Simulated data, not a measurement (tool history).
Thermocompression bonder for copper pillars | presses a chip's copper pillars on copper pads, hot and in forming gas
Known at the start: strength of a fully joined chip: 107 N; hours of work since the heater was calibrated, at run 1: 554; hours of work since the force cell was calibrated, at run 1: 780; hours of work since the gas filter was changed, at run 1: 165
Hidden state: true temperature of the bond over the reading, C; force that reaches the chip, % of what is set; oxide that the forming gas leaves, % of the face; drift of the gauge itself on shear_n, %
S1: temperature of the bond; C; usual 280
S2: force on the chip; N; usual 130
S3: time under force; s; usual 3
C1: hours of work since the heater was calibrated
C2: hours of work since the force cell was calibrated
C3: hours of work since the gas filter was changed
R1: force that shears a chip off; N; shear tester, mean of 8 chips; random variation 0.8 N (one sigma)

run	day	S1	S2	S3	C1	C2	C3	R1
1	0.000	280	130	3	554	780	165	55.9
2	2.017	280	130	3	586	812	198	54.0
3	3.825	280	130	3	616	842	227	55.8
4	6.679	280	130	3	662	888	273	55.7
5	9.725	280	130	4	711	937	322	57.6
6	12.062	269	130	4	749	975	360	52.1
# day 12.317: forming gas filter changed
7	13.592	269	130	4	773	999	21	54.1
8	15.429	269	130	4	803	1029	50	54.0
9	17.821	280	110	3	841	1068	89	45.7
10	20.054	280	110	4	877	1104	125	52.3
11	22.800	290	119	3	922	1148	169	55.5
12	25.146	280	83	3	960	1186	207	34.1
13	26.825	280	189	4	987	1213	234	76.8
# day 28.450: heater calibrated with a thermocouple chip
14	28.996	280	189	4	9	1247	268	80.0
15	30.921	272	189	6	40	1278	299	82.7
16	34.058	266	130	2	91	1329	350	39.7
# day 34.871: forming gas filter changed
17	36.638	266	130	2	132	1370	29	43.2
18	38.500	264	92	2	162	1400	59	29.4
19	41.325	288	191	3	208	1446	104	82.8
20	43.567	301	130	2	244	1482	141	61.4

4 ways to go on from here, each from the tool as it stands after run 20. What would each give?
A	45.900	307	130	4	282	1520	178	?
B	45.900	280	130	5	282	1520	178	?
C	45.900	310	130	4	282	1520	178	?
D	45.900	300	169	4	282	1520	178	?

run	R1
A	77.8
B	66.2
C	79.0
D	87.3
Without the tool's hidden state the same runs would have given:
run	R1
A	84.3
B	72.6
C	85.3
D	93.5

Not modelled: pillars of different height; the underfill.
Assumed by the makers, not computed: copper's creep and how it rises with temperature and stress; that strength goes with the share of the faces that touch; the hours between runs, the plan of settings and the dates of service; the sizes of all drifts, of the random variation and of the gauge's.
